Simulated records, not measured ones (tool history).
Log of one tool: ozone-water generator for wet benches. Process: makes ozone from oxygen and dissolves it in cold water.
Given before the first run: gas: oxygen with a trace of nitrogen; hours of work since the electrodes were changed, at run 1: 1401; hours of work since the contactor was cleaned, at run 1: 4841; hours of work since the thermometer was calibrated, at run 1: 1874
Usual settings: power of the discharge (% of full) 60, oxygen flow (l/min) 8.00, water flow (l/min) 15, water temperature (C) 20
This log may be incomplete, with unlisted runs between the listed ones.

run,hour,power of the discharge (% of full),oxygen flow (l/min),water flow (l/min),water temperature (C),hours of work since the electrodes were changed,hours of work since the contactor was cleaned,hours of work since the thermometer was calibrated,dissolved ozone (ppm),ozone in the gas ahead of the water (g/m3)
1,0.0,60,8.00,15,20,1401,4841,1874,25.0,184.2
2,54.1,77,8.00,15,20,1449,4888,1922,29.9,221.8
3,151.2,77,8.00,15,20,1534,4974,2007,29.7,220.3
4,201.5,77,8.00,15,20,1579,5018,2052,29.5,219.2
5,302.2,77,8.00,15,20,1667,5107,2140,29.7,218.4
6,394.1,77,8.00,15,20,1748,5188,2221,29.6,220.6
# hour 401.2: water thermometer calibrated
7,439.7,61,8.00,15,20,1788,5227,34,24.7,187.8
8,528.2,61,8.00,15,20,1866,5305,112,24.8,185.1
9,620.2,61,8.00,15,20,1947,5386,193,24.6,185.8
# hour 668.7: water thermometer calibrated, once more
10,685.0,60,8.00,15,20,2003,5443,14,24.8,183.2
11,777.3,59,9.57,15,20,2085,5524,96,23.2,162.7
12,866.8,85,9.18,15,16,2163,5603,174,32.5,217.2
13,910.2,85,9.18,15,16,2201,5641,213,33.0,215.3
14,975.5,85,9.18,15,16,2259,5698,270,32.9,216.5
15,1049.1,48,4.29,15,15,2324,5763,335,24.8,224.4
16,1120.7,48,4.29,15,15,2387,5826,398,25.0,224.5
17,1202.2,46,4.53,15,24,2459,5898,470,20.9,211.5
18,1248.8,78,8.00,20,28,2500,5939,511,19.9,218.5
19,1311.1,78,8.00,20,28,2554,5994,565,19.8,218.7
20,1367.4,78,8.00,20,28,2604,6043,615,19.5,217.3

Each row is a separate what-if for the run after 20, all from the same tool condition, not one after another. Results?
A,1419.7,49,6.31,15,22,2650,6089,661,?,?
B,1419.7,60,5.08,21,14,2650,6089,661,?,?
C,1419.7,61,8.00,13,15,2650,6089,661,?,?
D,1419.7,68,8.00,20,28,2650,6089,661,?,?

run,dissolved ozone (ppm),ozone in the gas ahead of the water (g/m3)
A,21.2,177.7
B,20.6,234.7
C,30.3,184.2
D,17.9,197.0
Take away the tool's hidden state, keep each run's random variation, and the runs would have read:
run,dissolved ozone (ppm),ozone in the gas ahead of the water (g/m3)
A,23.4,186.4
B,23.2,248.5
C,33.6,195.1
D,20.2,209.8
